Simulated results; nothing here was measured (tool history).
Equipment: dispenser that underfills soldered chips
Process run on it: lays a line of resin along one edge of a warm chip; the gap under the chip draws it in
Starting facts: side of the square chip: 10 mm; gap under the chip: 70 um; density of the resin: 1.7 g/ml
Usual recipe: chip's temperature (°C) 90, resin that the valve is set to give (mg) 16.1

run	hour	chip's temperature (°C)	resin that the valve is set to give (mg)	time until the resin shows at the far edge (s)	resin that the valve gave (mg)
1	0	90	16.1	86.5	15.66
2	2.7	90	16.1	92	15.62
3	6.2	90	16.1	101.7	15.51
# hour 7.5: new syringe of resin
4	9	90	16.1	84.6	15.61
5	13.4	104	16.1	57.1	15.52
# hour 16.9: dispensing valve cleaned and set on the balance
6	16.9	90	16.1	97.7	16.1
# hour 19.1: new syringe of resin
7	19.2	90	16.1	79.8	16.12
8	23.7	90	15.5	90.7	15.51
9	27.1	90	15.5	98.1	15.38
10	29.3	90	16.1	102.1	16.03
# hour 29.9: new syringe of resin
11	31.7	95	16.1	69.3	16.07
12	33.8	95	16.4	73	16.26
13	38	95	14	86	13.86
# hour 40.5: new syringe of resin
14	40.5	82	16.1	107	15.88
15	44.8	82	16.1	116.7	16.02
16	47.2	79	16.1	141.9	15.76
# hour 51: new syringe of resin
17	51	90	17.5	79.7	17.36
18	54.5	90	17.5	88.2	17.25
19	59.1	90	16.1	99.2	15.8
# hour 61.8: new syringe of resin
20	64	82	15.9	115.6	15.74
21	67.4	89	16.8	93.6	16.58
22	70.9	96	14.5	84.1	14.16
# hour 72.4: new syringe of resin
23	73.8	83	14.6	114.5	14.22
24	75.8	86	20.4	100.8	19.68
25	77.9	96	18.7	75.3	18.33
26	82.2	96	18.7	81.6	18.19
# hour 83: new syringe of resin
27	84.9	101	18	57.5	17.52
28	89.2	104	14.9	60.6	14.59
29	92.2	104	14.9	65.5	14.57
# hour 93.8: new syringe of resin
30	96.5	92	19	76.4	18.29
31	99.7	82	16.2	125.1	15.71
32	102.6	82	16.2	132.6	15.61
# hour 104.5: new syringe of resin
33	107.1	92	16.1	82.4	15.73
34	109.3	98	13.9	74.3	13.42
35	112.1	98	17.6	72.5	16.94
36	114.5	81	16.1	148.5	15.56
# hour 115: new syringe of resin
# hour 118.9: dispensing valve cleaned and set on the balance
37	120.3	81	16.1	124.3	16.19

Pick out some run-to-run changes in time until the resin shows at the far edge (s). Of each, how much would a tool without hidden state show as well, from the settings, what came in and chance, and how much is left for the hidden state and any gauge scatter not in both results compared?
Hidden conditions of the tool in this case: resin's viscosity, % of fresh resin's; dose that the valve gives, % of what is set; true chip temperature over the reading, C; drift of the gauge itself on fill_s, %; drift of the gauge itself on given_mg, %.
Run 16 -> 17: chip's temperature (°C) 79 -> 90, resin that the valve is set to give (mg) 16.1 -> 17.5, new syringe of resin. time until the resin shows at the far edge (s) -62.2: hidden state -21.1, all else -41.1.
Run 32 -> 33: chip's temperature (°C) 82 -> 92, resin that the valve is set to give (mg) 16.2 -> 16.1, new syringe of resin. time until the resin shows at the far edge (s) -50.2: hidden state -20.9, all else -29.3.
Run 35 -> 36: chip's temperature (°C) 98 -> 81, resin that the valve is set to give (mg) 17.6 -> 16.1. time until the resin shows at the far edge (s) +76: hidden state +23.5, all else +52.5.
Run 36 -> 37: new syringe of resin, dispensing valve cleaned and set on the balance. time until the resin shows at the far edge (s) -24.2: hidden state -21.5, all else -2.7.

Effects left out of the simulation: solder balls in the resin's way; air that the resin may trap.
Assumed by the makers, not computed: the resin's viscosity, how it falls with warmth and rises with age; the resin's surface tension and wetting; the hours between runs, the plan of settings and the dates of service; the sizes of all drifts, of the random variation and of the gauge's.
